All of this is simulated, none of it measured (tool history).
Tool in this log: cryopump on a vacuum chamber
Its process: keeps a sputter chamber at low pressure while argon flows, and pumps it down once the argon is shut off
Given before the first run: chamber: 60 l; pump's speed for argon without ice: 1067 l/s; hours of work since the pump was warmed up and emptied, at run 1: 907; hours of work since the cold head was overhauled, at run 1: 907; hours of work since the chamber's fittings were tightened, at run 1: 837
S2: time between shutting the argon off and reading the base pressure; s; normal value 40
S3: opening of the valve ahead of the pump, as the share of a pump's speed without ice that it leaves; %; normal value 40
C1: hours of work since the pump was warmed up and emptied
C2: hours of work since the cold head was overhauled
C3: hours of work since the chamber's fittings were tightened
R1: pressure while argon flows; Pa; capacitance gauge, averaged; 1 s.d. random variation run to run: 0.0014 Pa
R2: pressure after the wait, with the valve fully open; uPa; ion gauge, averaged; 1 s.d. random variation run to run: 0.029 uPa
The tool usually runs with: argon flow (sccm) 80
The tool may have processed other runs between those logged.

Run 1, hour 0: usual settings; C1 907; C2 907; C3 837. Result: R1 0.3703 Pa, R2 3.23 uPa.
At hour 13.7: pump warmed up, emptied and cooled again.
Run 2, hour 59.9: usual settings; C1 20; C2 930; C3 861. Result: R1 0.3194 Pa, R2 2.73 uPa.
Run 3, hour 112.9: usual settings; C1 42; C2 953; C3 883. Result: R1 0.3199 Pa, R2 2.71 uPa.
Run 4, hour 154.6: usual settings but argon flow (sccm) 43; C1 60; C2 971; C3 901. Result: R1 0.1712 Pa, R2 2.73 uPa.
Run 5, hour 182.8: usual settings but argon flow (sccm) 43; C1 72; C2 983; C3 913. Result: R1 0.173 Pa, R2 2.66 uPa.
Run 6, hour 239.8: usual settings but argon flow (sccm) 43; C1 96; C2 1007; C3 937. Result: R1 0.1728 Pa, R2 2.76 uPa.
Run 7, hour 268.2: usual settings but argon flow (sccm) 43; C1 108; C2 1019; C3 949. Result: R1 0.1735 Pa, R2 2.89 uPa.
Run 8, hour 321.1: usual settings but argon flow (sccm) 43; C1 131; C2 1041; C3 972. Result: R1 0.1743 Pa, R2 2.84 uPa.
Run 9, hour 349.1: usual settings but argon flow (sccm) 43; C1 143; C2 1053; C3 984. Result: R1 0.1752 Pa, R2 2.87 uPa.
Run 10, hour 376.5: usual settings but argon flow (sccm) 43; C1 154; C2 1065; C3 995. Result: R1 0.1753 Pa, R2 2.86 uPa.
Run 11, hour 414.2: usual settings but argon flow (sccm) 43; C1 170; C2 1081; C3 1011. Result: R1 0.1759 Pa, R2 2.93 uPa.
Run 12, hour 467.4: usual settings but S3 47 %; C1 193; C2 1104; C3 1034. Result: R1 0.2799 Pa, R2 2.9 uPa.
Run 13, hour 515.3: usual settings; C1 213; C2 1124; C3 1054. Result: R1 0.3298 Pa, R2 3.03 uPa.
Run 14, hour 574.1: usual settings; C1 238; C2 1149; C3 1079. Result: R1 0.3278 Pa, R2 3.03 uPa.
Run 15, hour 630.3: usual settings; C1 262; C2 1173; C3 1103. Result: R1 0.3316 Pa, R2 3.11 uPa.
Run 16, hour 679.9: usual settings; C1 283; C2 1194; C3 1124. Result: R1 0.3312 Pa, R2 3.18 uPa.
Run 17, hour 707.8: usual settings; C1 295; C2 1206; C3 1136. Result: R1 0.3328 Pa, R2 3.2 uPa.
Run 18, hour 765.9: usual settings; C1 320; C2 1230; C3 1161. Result: R1 0.3336 Pa, R2 3.2 uPa.
Run 19, hour 809.8: usual settings; C1 338; C2 1249; C3 1179. Result: R1 0.3333 Pa, R2 3.28 uPa.
Run 20, hour 842.4: usual settings; C1 352; C2 1263; C3 1193. Result: R1 0.3339 Pa, R2 3.29 uPa.
Run 21, hour 901.5: usual settings; C1 377; C2 1288; C3 1218. Result: R1 0.3343 Pa, R2 3.27 uPa.
Run 22, hour 960.3: usual settings; C1 402; C2 1313; C3 1243. Result: R1 0.3342 Pa, R2 3.27 uPa.
Run 23, hour 999.3: usual settings; C1 419; C2 1330; C3 1260. Result: R1 0.3372 Pa, R2 3.46 uPa.
Run 24, hour 1042: usual settings but S2 31 s; C1 437; C2 1348; C3 1278. Result: R1 0.3413 Pa, R2 3.86 uPa.
Run 25, hour 1089: usual settings but S2 42 s, S3 21 %; C1 457; C2 1368; C3 1298. Result: R1 0.6269 Pa, R2 3.46 uPa.
Run 26, hour 1132.4: usual settings but argon flow (sccm) 53, S2 28 s, S3 21 %; C1 476; C2 1386; C3 1317. Result: R1 0.4162 Pa, R2 3.97 uPa.
Run 27, hour 1168.5: usual settings but argon flow (sccm) 53, S2 28 s, S3 21 %; C1 491; C2 1402; C3 1332. Result: R1 0.4176 Pa, R2 4.04 uPa.
Run 28, hour 1200: usual settings but argon flow (sccm) 98, S2 28 s, S3 34 %; C1 504; C2 1415; C3 1345. Result: R1 0.4877 Pa, R2 4.21 uPa.
Run 29, hour 1251.2: usual settings but S2 87 s; C1 526; C2 1437; C3 1367. Result: R1 0.3443 Pa, R2 3.09 uPa.
Run 30, hour 1302.7: usual settings but S2 70 s, S3 35 %; C1 548; C2 1459; C3 1389. Result: R1 0.3914 Pa, R2 3.33 uPa.
Run 31, hour 1354.8: usual settings but S2 70 s, S3 35 %; C1 570; C2 1481; C3 1411. Result: R1 0.3926 Pa, R2 3.26 uPa.
Run 32, hour 1391.4: usual settings but S2 275 s; C1 586; C2 1496; C3 1427. Result: R1 0.3502 Pa, R2 2.9 uPa.
Run 33, hour 1441.4: usual settings but S2 275 s; C1 607; C2 1518; C3 1448. Result: R1 0.3486 Pa, R2 2.95 uPa.

5 options for the next run, each taken on its own from the tool as it stands now. Forecast them:
Run A, hour 1493.2: usual settings but S2 87 s, S3 29 %; C1 629; C2 1540; C3 1470. Result: R1 ?, R2 ?.
Run B, hour 1493.2: usual settings but argon flow (sccm) 102, S2 49 s, S3 32 %; C1 629; C2 1540; C3 1470. Result: R1 ?, R2 ?.
Run C, hour 1493.2: usual settings but argon flow (sccm) 131, S2 26 s, S3 44 %; C1 629; C2 1540; C3 1470. Result: R1 ?, R2 ?.
Run D, hour 1493.2: usual settings but S2 275 s, S3 45 %; C1 629; C2 1540; C3 1470. Result: R1 ?, R2 ?.
Run E, hour 1493.2: usual settings but S2 53 s; C1 629; C2 1540; C3 1470. Result: R1 ?, R2 ?.

run      R1    R2
  A  0.4709  3.36
  B  0.5504   3.8
  C  0.5262  4.54
  D  0.3158  3.07
  E  0.3502  3.67
Without the tool's hidden state the same runs would have given:
run      R1    R2
  A  0.4367   0.8
  B  0.5067  1.24
  C  0.4703  2.01
  D  0.2817  0.48
  E  0.3161  1.11
